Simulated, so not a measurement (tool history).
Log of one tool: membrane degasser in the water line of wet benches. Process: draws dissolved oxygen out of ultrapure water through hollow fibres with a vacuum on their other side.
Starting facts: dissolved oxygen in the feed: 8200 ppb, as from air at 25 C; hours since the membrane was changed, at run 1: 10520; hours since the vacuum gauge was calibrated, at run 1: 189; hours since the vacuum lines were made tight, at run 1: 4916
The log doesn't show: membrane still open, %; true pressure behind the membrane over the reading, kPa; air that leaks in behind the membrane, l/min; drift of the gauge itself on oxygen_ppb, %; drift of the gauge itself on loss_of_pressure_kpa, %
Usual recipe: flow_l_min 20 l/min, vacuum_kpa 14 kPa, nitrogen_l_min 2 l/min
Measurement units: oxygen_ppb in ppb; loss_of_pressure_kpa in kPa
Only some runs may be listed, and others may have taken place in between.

run    hour  flow_l_min  vacuum_kpa  nitrogen_l_min  hours since the membrane was changed  hours since the vacuum gauge was calibrated  hours since the vacuum lines were made tight  oxygen_ppb  loss_of_pressure_kpa
  1       0          20          14               2                                 10520                                          189                                          4916       294.5                 53.73
  2   232.8          20          14               2                                 10753                                          422                                          5149       294.9                 53.94
  3   378.2          20          14               2                                 10898                                          567                                          5294       298.8                 53.97
  4     532          20          14               2                                 11052                                          721                                          5448       296.2                 54.29
  5   739.1          20          14               2                                 11259                                          928                                          5655       300.5                 54.42
  6   924.8          20          14               2                                 11445                                         1114                                          5841       294.5                 54.36
  7  1089.9          20          14               2                                 11610                                         1279                                          6006       301.2                 54.12
  8  1231.1          20          14               2                                 11751                                         1420                                          6147       296.2                 54.07
  9    1476          20          14               2                                 11996                                         1665                                          6392       301.2                 54.62
 10  1666.3          20          14               2                                 12187                                         1856                                          6583       301.5                 54.29
 11    1917          20        32.3            0.96                                 12437                                         2106                                          6833      1221.3                 54.61
 12  2159.8          20        32.3            0.96                                 12680                                         2349                                          7076        1235                  54.9
 13  2302.9          20        32.3            0.96                                 12823                                         2492                                          7219      1208.7                 54.61
 14  2562.2          29         8.5            1.44                                 13082                                         2752                                          7478       333.7                 78.78
 15  2704.3          29        10.1            3.83                                 13225                                         2894                                          7621       220.6                 78.83
 16  2847.2          28          14               2                                 13367                                         3037                                          7764       427.7                 76.45
 17  3058.1          28        12.4               2                                 13578                                         3247                                          7974       379.6                 77.31
 18  3291.8          28        12.4               2                                 13812                                         3481                                          8208       388.4                 76.82

Forecast run 19:
 19  3449          17        27.7            5.64                                 13969                                         3638                                          8365           ?                     ?

For run 19 the tool returned oxygen_ppb 221.7 ppb, loss_of_pressure_kpa 46.79 kPa.
On a tool with no hidden condition, and with the same random variation, this run would have come out at oxygen_ppb 204.8 ppb, loss_of_pressure_kpa 43.74 kPa.
